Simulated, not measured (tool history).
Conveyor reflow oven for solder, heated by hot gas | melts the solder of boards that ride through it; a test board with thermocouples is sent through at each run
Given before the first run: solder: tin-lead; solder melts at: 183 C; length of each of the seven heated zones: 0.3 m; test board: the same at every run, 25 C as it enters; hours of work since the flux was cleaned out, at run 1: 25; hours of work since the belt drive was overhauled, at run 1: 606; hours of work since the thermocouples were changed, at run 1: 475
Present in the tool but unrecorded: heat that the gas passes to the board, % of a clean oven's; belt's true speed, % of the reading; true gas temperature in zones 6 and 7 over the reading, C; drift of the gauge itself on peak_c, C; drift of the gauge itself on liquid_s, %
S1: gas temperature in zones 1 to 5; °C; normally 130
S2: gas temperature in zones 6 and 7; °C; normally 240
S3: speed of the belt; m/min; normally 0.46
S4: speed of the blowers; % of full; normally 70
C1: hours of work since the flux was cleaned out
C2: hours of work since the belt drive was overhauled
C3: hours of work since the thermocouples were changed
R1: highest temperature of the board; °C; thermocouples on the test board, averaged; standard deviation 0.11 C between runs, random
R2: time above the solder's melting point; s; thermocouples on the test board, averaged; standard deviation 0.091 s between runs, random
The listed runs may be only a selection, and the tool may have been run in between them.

run   hour   S1   S2     S3  S4   C1    C2   C3     R1     R2
  1      0  130  240   0.46  70   25   606  475  222.3  60.39
  2   44.9  130  231   0.46  70   47   628  497  214.3  54.27
  3   89.1  130  240   0.46  70   68   650  518  221.8  60.05
     109.7  -- thermocouples of zones 6 and 7 changed
  4  117.8  130  240   0.46  70   81   662    4  220.5  59.11
  5  161.2  130  240   0.46  70  102   683   25  220.4  58.91
  6  195.6  130  240   0.46  70  119   700   42  220.4  58.85
  7  221.5  130  240   0.46  70  131   712   54  220.4  58.72
  8  254.3  130  240   0.46  70  147   728   70  220.2  58.57
  9  285.6  130  236   0.46  70  162   743   85  216.8   55.9
     294.1  -- flux residue cleaned out of gas plates and filters
 10  314.9  130  236   0.46  70   10   755   97  215.3  54.44
 11  359.4  130  236   0.46  70   32   777  118    215  54.21
 12  398.9  130  236   0.46  70   51   796  137  214.7  54.27
     406.5  -- flux residue cleaned out of gas plates and filters, once more
 13  431.5  130  236   0.46  70   12   809  151  218.4  57.84
 14  476.2  130  237   0.46  70   34   831  172  219.3  58.29
 15    516  130  240  0.549  70   53   850  191  214.8  44.83
 16  551.7  130  240  0.549  70   70   867  209  214.5  44.66
 17  584.3  130  228  0.545  70   86   883  224    205  36.49
 18  627.7  115  250  0.513  70  107   904  245    222  49.71
 19  651.6  115  254  0.513  70  118   915  257  225.2  51.79
 20  674.2  132  234   0.48  70  129   926  268  214.9  52.83
 21  717.3  132  234   0.48  70  150   947  289  214.7  52.43
 22    760  130  253  0.375  70  171   968  309  239.4  87.49
     775.7  -- flux residue cleaned out of gas plates and filters
 23  798.5  130  253  0.375  70   11   984  325  240.8  88.45
 24  836.3  130  253  0.375  70   29  1002  344  240.6  88.27
 25    857  132  253  0.375  70   39  1012  354  240.9  88.88
 26  893.3  130  247  0.451  70   57  1030  371  228.7  66.63
 27    918  130  247  0.451  54   69  1042  383  224.8  63.52
 28  957.4  139  247  0.487  54   88  1061  402  223.5   60.5
 29  977.6  117  241  0.517  62   97  1070  412  212.8  42.67

Forecast each of these 3 alternatives for the next run:
  A  999.8  130  240   0.46  73  108  1081  423   ?   ?
  B  999.8  130  240  0.496  70  108  1081  423   ?   ?
  C  999.8  137  240   0.46  70  108  1081  423   ?   ?

run     R1     R2
  A  222.1   60.7
  B  218.5  53.43
  C  222.8  63.59
Without the tool's hidden state the same runs would have given:
run     R1     R2
  A  221.4  58.74
  B  217.9  51.68
  C    222  61.51

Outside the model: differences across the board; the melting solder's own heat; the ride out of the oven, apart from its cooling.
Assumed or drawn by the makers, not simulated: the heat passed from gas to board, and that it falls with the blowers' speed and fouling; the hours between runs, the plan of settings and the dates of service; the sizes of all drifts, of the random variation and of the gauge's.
